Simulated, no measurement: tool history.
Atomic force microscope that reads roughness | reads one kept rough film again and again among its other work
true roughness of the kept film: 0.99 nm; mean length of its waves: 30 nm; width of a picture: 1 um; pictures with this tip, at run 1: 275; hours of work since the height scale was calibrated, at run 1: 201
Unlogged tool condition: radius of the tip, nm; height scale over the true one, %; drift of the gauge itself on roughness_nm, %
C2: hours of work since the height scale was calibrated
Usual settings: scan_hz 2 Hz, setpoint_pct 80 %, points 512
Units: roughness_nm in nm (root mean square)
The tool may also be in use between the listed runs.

{"run": 1, "day": 0.0, "scan_hz": 2, "setpoint_pct": 80, "points": 512, "pictures with this tip": 275, "C2": 201, "roughness_nm": 0.824}
{"day": 0.567, "done": "new tip fitted"}
{"run": 2, "day": 1.812, "scan_hz": 2, "setpoint_pct": 80, "points": 512, "pictures with this tip": 60, "C2": 231, "roughness_nm": 0.874}
{"run": 3, "day": 3.638, "scan_hz": 2, "setpoint_pct": 80, "points": 437, "pictures with this tip": 147, "C2": 261, "roughness_nm": 0.845}
{"run": 4, "day": 4.783, "scan_hz": 2, "setpoint_pct": 60, "points": 512, "pictures with this tip": 202, "C2": 281, "roughness_nm": 0.87}
{"run": 5, "day": 5.779, "scan_hz": 0.74, "setpoint_pct": 80, "points": 512, "pictures with this tip": 249, "C2": 297, "roughness_nm": 0.858}
{"day": 6.879, "done": "new tip fitted"}
{"run": 6, "day": 7.454, "scan_hz": 0.74, "setpoint_pct": 80, "points": 512, "pictures with this tip": 27, "C2": 325, "roughness_nm": 0.937}
{"run": 7, "day": 9.596, "scan_hz": 0.74, "setpoint_pct": 80, "points": 512, "pictures with this tip": 130, "C2": 361, "roughness_nm": 0.888}
{"run": 8, "day": 10.496, "scan_hz": 2, "setpoint_pct": 80, "points": 512, "pictures with this tip": 173, "C2": 376, "roughness_nm": 0.833}
{"run": 9, "day": 12.317, "scan_hz": 2, "setpoint_pct": 80, "points": 512, "pictures with this tip": 260, "C2": 407, "roughness_nm": 0.813}
{"day": 13.112, "done": "new tip fitted"}
{"run": 10, "day": 13.688, "scan_hz": 2, "setpoint_pct": 80, "points": 512, "pictures with this tip": 28, "C2": 430, "roughness_nm": 0.9}
{"run": 11, "day": 15.65, "scan_hz": 2, "setpoint_pct": 80, "points": 512, "pictures with this tip": 121, "C2": 463, "roughness_nm": 0.853}
{"run": 12, "day": 16.554, "scan_hz": 1.78, "setpoint_pct": 80, "points": 513, "pictures with this tip": 165, "C2": 478, "roughness_nm": 0.86}
{"run": 13, "day": 17.558, "scan_hz": 2.47, "setpoint_pct": 74, "points": 344, "pictures with this tip": 213, "C2": 495, "roughness_nm": 0.833}
{"run": 14, "day": 19.121, "scan_hz": 2.47, "setpoint_pct": 74, "points": 798, "pictures with this tip": 287, "C2": 521, "roughness_nm": 0.82}
{"day": 19.417, "done": "new tip fitted"}
{"run": 15, "day": 20.196, "scan_hz": 2, "setpoint_pct": 74, "points": 480, "pictures with this tip": 37, "C2": 539, "roughness_nm": 0.904}
{"run": 16, "day": 21.704, "scan_hz": 2, "setpoint_pct": 79, "points": 721, "pictures with this tip": 109, "C2": 564, "roughness_nm": 0.863}
{"run": 17, "day": 23.625, "scan_hz": 0.74, "setpoint_pct": 72, "points": 282, "pictures with this tip": 201, "C2": 596, "roughness_nm": 0.868}
{"run": 18, "day": 24.575, "scan_hz": 0.74, "setpoint_pct": 72, "points": 282, "pictures with this tip": 246, "C2": 612, "roughness_nm": 0.857}
{"day": 25.646, "done": "new tip fitted"}
{"run": 19, "day": 26.525, "scan_hz": 2, "setpoint_pct": 80, "points": 287, "pictures with this tip": 42, "C2": 645, "roughness_nm": 0.873}
{"run": 20, "day": 28.325, "scan_hz": 1.11, "setpoint_pct": 80, "points": 287, "pictures with this tip": 128, "C2": 675, "roughness_nm": 0.876}
{"run": 21, "day": 29.708, "scan_hz": 2.38, "setpoint_pct": 59, "points": 464, "pictures with this tip": 194, "C2": 698, "roughness_nm": 0.879}
{"run": 22, "day": 31.692, "scan_hz": 0.66, "setpoint_pct": 59, "points": 593, "pictures with this tip": 289, "C2": 731, "roughness_nm": 0.867}

Branching from run 22: 5 alternative next runs. What would each branch give?
{"day": 31.875, "done": "new tip fitted"}
{"run": "A", "day": 32.767, "scan_hz": 1.83, "setpoint_pct": 80, "points": 789, "pictures with this tip": 42, "C2": 749, "roughness_nm": "?"}
{"day": 31.875, "done": "new tip fitted"}
{"run": "B", "day": 32.767, "scan_hz": 1.88, "setpoint_pct": 71, "points": 825, "pictures with this tip": 42, "C2": 749, "roughness_nm": "?"}
{"day": 31.875, "done": "new tip fitted"}
{"run": "C", "day": 32.767, "scan_hz": 3.1, "setpoint_pct": 59, "points": 593, "pictures with this tip": 42, "C2": 749, "roughness_nm": "?"}
{"day": 31.875, "done": "new tip fitted"}
{"run": "D", "day": 32.767, "scan_hz": 1.51, "setpoint_pct": 59, "points": 593, "pictures with this tip": 42, "C2": 749, "roughness_nm": "?"}
{"day": 31.875, "done": "new tip fitted"}
{"run": "E", "day": 32.767, "scan_hz": 0.66, "setpoint_pct": 87, "points": 424, "pictures with this tip": 42, "C2": 749, "roughness_nm": "?"}

run=A roughness_nm=0.893
run=B roughness_nm=0.92
run=C roughness_nm=0.909
run=D roughness_nm=0.941
run=E roughness_nm=0.909
With the hidden condition removed and each run's random variation left untouched, the same runs would have given:
run=A roughness_nm=0.9
run=B roughness_nm=0.928
run=C roughness_nm=0.916
run=D roughness_nm=0.948
run=E roughness_nm=0.916
